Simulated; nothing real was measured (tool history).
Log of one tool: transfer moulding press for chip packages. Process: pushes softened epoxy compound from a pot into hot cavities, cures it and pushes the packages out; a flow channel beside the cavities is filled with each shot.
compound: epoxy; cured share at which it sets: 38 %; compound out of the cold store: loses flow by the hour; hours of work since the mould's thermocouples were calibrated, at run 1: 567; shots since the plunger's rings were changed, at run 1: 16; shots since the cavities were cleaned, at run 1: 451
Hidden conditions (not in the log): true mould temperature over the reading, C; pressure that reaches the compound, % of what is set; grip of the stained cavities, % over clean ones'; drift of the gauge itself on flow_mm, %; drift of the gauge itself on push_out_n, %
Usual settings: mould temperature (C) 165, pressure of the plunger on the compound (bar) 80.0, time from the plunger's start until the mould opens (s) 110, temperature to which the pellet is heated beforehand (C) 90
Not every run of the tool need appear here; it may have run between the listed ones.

run,hour,mould temperature (C),pressure of the plunger on the compound (bar),time from the plunger's start until the mould opens (s),temperature to which the pellet is heated beforehand (C),hours of work since the mould's thermocouples were calibrated,shots since the plunger's rings were changed,shots since the cavities were cleaned,incoming compound's hours out of the cold store,length that the compound runs in the flow channel (mm),greatest force on the pins that push the packages out (N)
1,0.0,165,80.0,110,90,567,16,451,31.5,787,517
2,15.7,165,80.0,110,90,574,143,578,35.0,769,526
3,47.0,165,80.0,110,90,589,398,833,15.4,859,586
# hour 53.3: cavities cleaned with cleaning compound and waxed
4,64.0,165,80.0,110,90,596,523,86,35.7,763,442
5,78.9,165,80.0,110,90,603,644,207,36.0,758,469
6,107.3,165,80.0,110,90,616,875,438,28.1,798,530
# hour 117.5: mould's thermocouples calibrated
7,128.7,165,80.0,106,90,5,1032,595,41.3,743,562
8,149.1,165,80.0,110,90,15,1197,760,31.4,771,605
# hour 164.2: cavities cleaned with cleaning compound and waxed
9,182.9,165,80.0,110,90,30,1460,152,44.4,717,449
10,199.4,165,80.0,110,90,38,1594,286,10.4,872,541
11,224.6,165,80.0,110,90,50,1798,490,36.5,749,549
12,243.2,165,80.0,110,90,58,1949,641,19.5,825,587
13,261.8,165,80.0,110,90,67,2100,792,9.0,874,624
# hour 273.9: cavities cleaned with cleaning compound and waxed
14,286.0,165,80.0,110,90,78,2285,99,42.4,727,449
15,313.3,165,80.0,110,90,90,2506,320,13.0,843,537
16,332.2,165,80.0,110,90,99,2660,474,40.1,722,561
17,357.4,165,80.0,116,99,111,2864,678,34.9,739,531
18,377.5,165,96.1,116,99,121,3028,842,9.0,941,560
# hour 382.6: cavities cleaned with cleaning compound and waxed
19,395.4,157,64.8,103,92,128,3160,103,45.1,647,798
20,417.5,173,80.0,136,85,139,3340,283,44.3,680,408
21,445.1,165,80.0,128,92,152,3564,507,44.0,694,504
22,458.8,164,90.8,118,92,158,3675,618,32.7,795,534
23,478.4,164,90.8,118,92,167,3834,777,17.8,856,577
# hour 494.2: cavities cleaned with cleaning compound and waxed
24,509.7,171,67.2,110,90,181,4076,126,24.3,691,420
25,542.0,160,86.2,102,90,196,4338,388,42.5,731,766
26,566.8,172,80.0,114,90,208,4539,589,29.7,723,476
27,586.4,172,80.0,114,90,217,4698,748,14.3,790,502
# hour 603.9: cavities cleaned with cleaning compound and waxed
28,605.0,172,80.2,114,86,225,4838,10,44.6,670,369
29,623.8,165,80.0,110,93,234,4990,162,43.8,686,470

4 options for the next run, each taken on its own from the tool as it stands now. Forecast them:
A,653.4,169,80.0,110,97,248,5230,402,36.4,?,?
B,653.4,165,80.0,121,98,248,5230,402,45.4,?,?
C,653.4,165,80.0,110,91,248,5230,402,42.0,?,?
D,653.4,161,80.0,96,93,248,5230,402,35.8,?,?

run,length that the compound runs in the flow channel (mm),greatest force on the pins that push the packages out (N)
A,691,484
B,671,481
C,687,522
D,722,800
Without the tool's hidden state the same runs would have given:
run,length that the compound runs in the flow channel (mm),greatest force on the pins that push the packages out (N)
A,751,383
B,730,380
C,747,411
D,785,630
